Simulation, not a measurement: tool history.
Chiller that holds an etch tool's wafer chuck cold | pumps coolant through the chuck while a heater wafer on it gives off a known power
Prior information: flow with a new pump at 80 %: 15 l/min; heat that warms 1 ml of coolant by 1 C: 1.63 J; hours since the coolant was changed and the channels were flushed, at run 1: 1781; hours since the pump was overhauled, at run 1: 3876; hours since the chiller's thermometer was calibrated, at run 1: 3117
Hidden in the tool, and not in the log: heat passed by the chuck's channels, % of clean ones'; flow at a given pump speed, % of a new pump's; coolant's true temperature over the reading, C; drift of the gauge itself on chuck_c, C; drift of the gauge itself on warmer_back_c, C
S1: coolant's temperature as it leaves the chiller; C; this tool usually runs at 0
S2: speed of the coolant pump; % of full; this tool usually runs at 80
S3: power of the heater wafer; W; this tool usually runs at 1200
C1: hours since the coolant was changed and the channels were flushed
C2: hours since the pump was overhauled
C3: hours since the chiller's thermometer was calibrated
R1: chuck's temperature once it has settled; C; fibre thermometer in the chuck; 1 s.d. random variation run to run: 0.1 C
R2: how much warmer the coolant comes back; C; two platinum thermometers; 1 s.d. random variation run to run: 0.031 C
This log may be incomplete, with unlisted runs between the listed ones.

run,hour,S1,S2,S3,C1,C2,C3,R1,R2
1,0.0,0,80,1200,1781,3876,3117,9.0,2.91
2,188.6,0,80,1200,1970,4065,3305,8.7,2.97
3,362.3,0,80,1200,2143,4238,3479,8.8,2.90
4,482.7,0,80,1200,2264,4359,3600,8.7,2.93
5,585.2,0,80,1200,2366,4461,3702,8.9,2.91
6,707.6,0,80,1200,2489,4584,3824,8.9,3.00
7,895.2,0,80,810,2676,4771,4012,5.8,2.00
8,985.1,0,80,810,2766,4861,4102,5.9,2.01
9,1124.7,0,80,1200,2906,5001,4242,9.0,2.94
10,1265.3,0,80,1200,3046,5141,4382,8.9,2.97
# hour 1355.6: coolant pump overhauled
11,1444.8,0,80,1200,3221,89,4557,8.7,2.93
12,1537.1,0,80,1200,3313,181,4649,8.7,3.00
13,1681.8,0,80,1200,3458,326,4794,8.8,2.99
# hour 1739.7: coolant changed, channels flushed
14,1870.1,0,80,1200,130,508,4976,8.7,2.94
15,1993.1,0,80,1200,253,632,5099,8.9,2.89
16,2171.3,0,80,1200,432,810,5277,8.8,2.96
17,2278.5,0,80,1200,539,917,5384,8.7,2.99
18,2419.5,8,69,1192,680,1058,5525,17.8,3.45
19,2605.0,8,80,613,865,1243,5711,12.5,1.50
20,2758.6,8,74,1740,1019,1397,5864,21.3,4.68
# hour 2895.6: chiller's thermometer calibrated
21,2937.6,-1,89,1507,1197,1575,42,9.3,3.29
22,3030.6,8,79,633,1290,1668,135,12.6,1.55
23,3137.8,-6,66,633,1397,1775,242,-0.7,1.96
24,3325.5,-9,66,1200,1585,1963,430,1.1,3.69
25,3484.3,2,92,773,1744,2122,589,6.9,1.63
26,3585.0,2,92,773,1844,2222,689,7.1,1.61
27,3674.5,2,92,773,1934,2312,779,7.0,1.63
28,3868.5,-8,60,930,2128,2506,973,0.6,3.17
29,4062.2,0,65,1781,2321,2700,1167,15.2,5.55

Run 30, settings as shown, results not yet in. Your forecast:
30,4183.0,0,65,1781,2442,2820,1287,?,?

R1: 15.2 C
R2: 5.49 C
With the hidden condition absent and the run-to-run variation left alone, this run would have shown R1 15.1 C, R2 5.48 C.
